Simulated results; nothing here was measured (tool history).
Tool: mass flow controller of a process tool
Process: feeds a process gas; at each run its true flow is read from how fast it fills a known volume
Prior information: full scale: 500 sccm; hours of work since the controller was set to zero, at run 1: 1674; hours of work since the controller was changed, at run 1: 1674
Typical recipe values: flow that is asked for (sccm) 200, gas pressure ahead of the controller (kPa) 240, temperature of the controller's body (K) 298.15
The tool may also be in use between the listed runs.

run	hour	flow that is asked for (sccm)	gas pressure ahead of the controller (kPa)	temperature of the controller's body (K)	hours of work since the controller was set to zero	hours of work since the controller was changed	true flow (%)
1	0	200	240	298.15	1674	1674	98.86
2	111	200	240	298.15	1740	1740	98.86
3	208.8	200	240	298.15	1798	1798	98.77
4	273	200	240	298.15	1836	1836	98.84
5	331.5	200	240	298.15	1871	1871	98.95
6	435.4	200	240	298.15	1932	1932	99.06
7	512.8	79	240	298.15	1978	1978	98.9
8	588.6	79	240	298.15	2023	2023	99.05
9	637.1	106	162	293.15	2052	2052	99.09
10	687.8	106	162	293.15	2082	2082	98.98

Run 11, settings as shown, results not yet in. Your forecast:
# hour 693.2: controller's zero set anew
11	748.5	106	162	293.15	33	2118	?

true flow (%): 99.24
Take away the tool's hidden state, keep the run-to-run variation as it was, and the same run would have given true flow (%) 98.52.
